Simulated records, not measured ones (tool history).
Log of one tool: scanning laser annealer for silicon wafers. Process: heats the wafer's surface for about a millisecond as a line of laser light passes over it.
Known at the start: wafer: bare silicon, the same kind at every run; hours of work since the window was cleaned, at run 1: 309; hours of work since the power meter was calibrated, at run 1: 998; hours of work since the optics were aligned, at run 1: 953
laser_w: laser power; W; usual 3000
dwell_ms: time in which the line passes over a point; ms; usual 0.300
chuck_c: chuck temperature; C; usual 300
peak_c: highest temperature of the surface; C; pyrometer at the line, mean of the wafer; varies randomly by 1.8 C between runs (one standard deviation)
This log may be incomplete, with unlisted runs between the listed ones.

run	hour	laser_w	dwell_ms	chuck_c	hours of work since the window was cleaned	hours of work since the power meter was calibrated	hours of work since the optics were aligned	peak_c
1	0.0	3000	0.300	300	309	998	953	1027
2	35.8	3000	0.300	309	327	1017	972	1037
3	68.6	3000	0.300	309	344	1034	989	1038
4	91.7	2965	0.300	309	357	1046	1001	1025
5	115.8	3000	0.300	300	369	1059	1014	1025
6	151.0	3000	0.300	265	388	1077	1032	988
7	180.0	3000	0.300	265	403	1092	1047	993
8	222.0	3000	0.300	265	425	1114	1069	993
9	245.6	3000	0.300	265	437	1127	1082	993
10	293.5	3000	0.300	265	462	1152	1107	995
11	330.3	3000	0.300	265	481	1171	1126	990
12	371.9	3000	0.292	300	503	1193	1148	1012
13	396.0	3000	0.292	300	516	1206	1160	1012
# hour 410.2: window over the wafer cleaned
14	445.9	3000	0.292	300	19	1231	1185	1016
15	477.0	3000	0.300	300	35	1247	1202	1025
16	522.3	3087	0.300	300	59	1271	1225	1049
# hour 540.6: optics aligned, line set to its width
17	553.1	3000	0.300	300	72	1284	7	1025
18	584.0	3000	0.300	300	88	1300	23	1029
19	621.7	3000	0.300	300	108	1320	42	1027
20	647.6	3000	0.300	300	122	1334	56	1026
21	676.3	3000	0.282	333	137	1349	71	1033
22	708.1	3000	0.282	333	153	1365	88	1034
23	738.1	3282	0.301	301	169	1381	103	1104
24	772.0	2639	0.300	264	187	1399	121	902
25	804.0	2564	0.362	312	204	1415	138	995
26	827.6	2564	0.220	318	216	1428	150	837
27	850.1	2745	0.300	280	228	1440	162	943
28	897.5	2875	0.300	336	252	1464	187	1032
29	938.2	2875	0.300	336	274	1486	208	1032
30	968.3	2572	0.341	338	290	1502	224	1004
31	1000.5	3200	0.300	294	306	1518	241	1068
32	1042.9	3200	0.300	294	329	1541	263	1070
33	1062.7	3289	0.235	300	339	1551	273	1000
34	1087.1	3289	0.235	300	352	1564	286	999
35	1125.6	2574	0.300	301	372	1584	306	918
36	1173.3	2574	0.300	301	397	1609	331	920
37	1212.1	2560	0.235	301	417	1629	352	838
38	1240.4	2560	0.235	301	432	1644	366	838
39	1287.0	2560	0.235	301	456	1668	391	838
40	1310.3	2772	0.359	314	469	1681	403	1052

Forecast each of these 3 alternatives for the next run:
A	1336.8	2772	0.231	314	482	1694	417	?
B	1336.8	2993	0.350	323	482	1694	417	?
C	1336.8	3238	0.270	314	482	1694	417	?

run	peak_c
A	892
B	1114
C	1056
Without the tool's unlogged condition, the same runs would have read:
run	peak_c
A	892
B	1114
C	1056

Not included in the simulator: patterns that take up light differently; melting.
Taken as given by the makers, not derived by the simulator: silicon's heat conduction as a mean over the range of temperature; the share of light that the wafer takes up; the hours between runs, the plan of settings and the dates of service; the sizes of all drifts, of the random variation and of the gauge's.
